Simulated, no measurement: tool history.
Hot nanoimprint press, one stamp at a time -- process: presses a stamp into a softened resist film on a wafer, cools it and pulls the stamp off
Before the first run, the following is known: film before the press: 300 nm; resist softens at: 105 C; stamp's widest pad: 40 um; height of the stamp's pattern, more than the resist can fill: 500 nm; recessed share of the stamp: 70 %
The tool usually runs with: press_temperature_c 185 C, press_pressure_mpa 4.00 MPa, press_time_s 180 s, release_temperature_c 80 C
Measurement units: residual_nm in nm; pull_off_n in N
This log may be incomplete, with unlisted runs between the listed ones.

run 1 hour=0.0 | press_temperature_c=185 press_pressure_mpa=4.00 press_time_s=180 release_temperature_c=80 | residual_nm=147.3 pull_off_n=194.3
run 2 hour=10.1 | press_temperature_c=185 press_pressure_mpa=4.00 press_time_s=180 release_temperature_c=80 | residual_nm=147.7 pull_off_n=196.0
run 3 hour=23.0 | press_temperature_c=185 press_pressure_mpa=4.00 press_time_s=180 release_temperature_c=80 | residual_nm=147.1 pull_off_n=195.7
run 4 hour=32.6 | press_temperature_c=185 press_pressure_mpa=4.00 press_time_s=180 release_temperature_c=80 | residual_nm=148.1 pull_off_n=195.9
run 5 hour=42.9 | press_temperature_c=185 press_pressure_mpa=4.00 press_time_s=180 release_temperature_c=80 | residual_nm=148.2 pull_off_n=197.5
run 6 hour=57.3 | press_temperature_c=185 press_pressure_mpa=4.00 press_time_s=180 release_temperature_c=80 | residual_nm=148.2 pull_off_n=199.8
run 7 hour=69.4 | press_temperature_c=185 press_pressure_mpa=4.00 press_time_s=180 release_temperature_c=80 | residual_nm=147.6 pull_off_n=200.2
run 8 hour=85.9 | press_temperature_c=185 press_pressure_mpa=4.00 press_time_s=146 release_temperature_c=80 | residual_nm=159.0 pull_off_n=199.9
-- hour=108.6 stamp cleaned and given a new release coat
run 9 hour=110.8 | press_temperature_c=185 press_pressure_mpa=4.00 press_time_s=205 release_temperature_c=80 | residual_nm=142.1 pull_off_n=186.2
run 10 hour=128.9 | press_temperature_c=176 press_pressure_mpa=4.00 press_time_s=180 release_temperature_c=80 | residual_nm=190.8 pull_off_n=187.8
run 11 hour=143.4 | press_temperature_c=176 press_pressure_mpa=4.00 press_time_s=180 release_temperature_c=80 | residual_nm=190.0 pull_off_n=188.0
run 12 hour=159.7 | press_temperature_c=176 press_pressure_mpa=4.00 press_time_s=180 release_temperature_c=80 | residual_nm=191.1 pull_off_n=189.3
run 13 hour=175.4 | press_temperature_c=176 press_pressure_mpa=4.00 press_time_s=180 release_temperature_c=80 | residual_nm=190.3 pull_off_n=189.7
run 14 hour=188.0 | press_temperature_c=176 press_pressure_mpa=4.00 press_time_s=180 release_temperature_c=80 | residual_nm=191.8 pull_off_n=191.3
run 15 hour=205.4 | press_temperature_c=176 press_pressure_mpa=4.00 press_time_s=180 release_temperature_c=80 | residual_nm=191.2 pull_off_n=190.0
run 16 hour=214.1 | press_temperature_c=179 press_pressure_mpa=6.04 press_time_s=180 release_temperature_c=70 | residual_nm=146.5 pull_off_n=235.1

Predict the results of run 17:
run 17 hour=224.0 | press_temperature_c=175 press_pressure_mpa=4.00 press_time_s=184 release_temperature_c=80 | residual_nm=? pull_off_n=?

Logged for run 17: residual_nm 195.3 nm, pull_off_n 192.9 N.
With the hidden condition absent and the run-to-run variation left alone, this run would have shown residual_nm 191.8 nm, pull_off_n 186.1 N.

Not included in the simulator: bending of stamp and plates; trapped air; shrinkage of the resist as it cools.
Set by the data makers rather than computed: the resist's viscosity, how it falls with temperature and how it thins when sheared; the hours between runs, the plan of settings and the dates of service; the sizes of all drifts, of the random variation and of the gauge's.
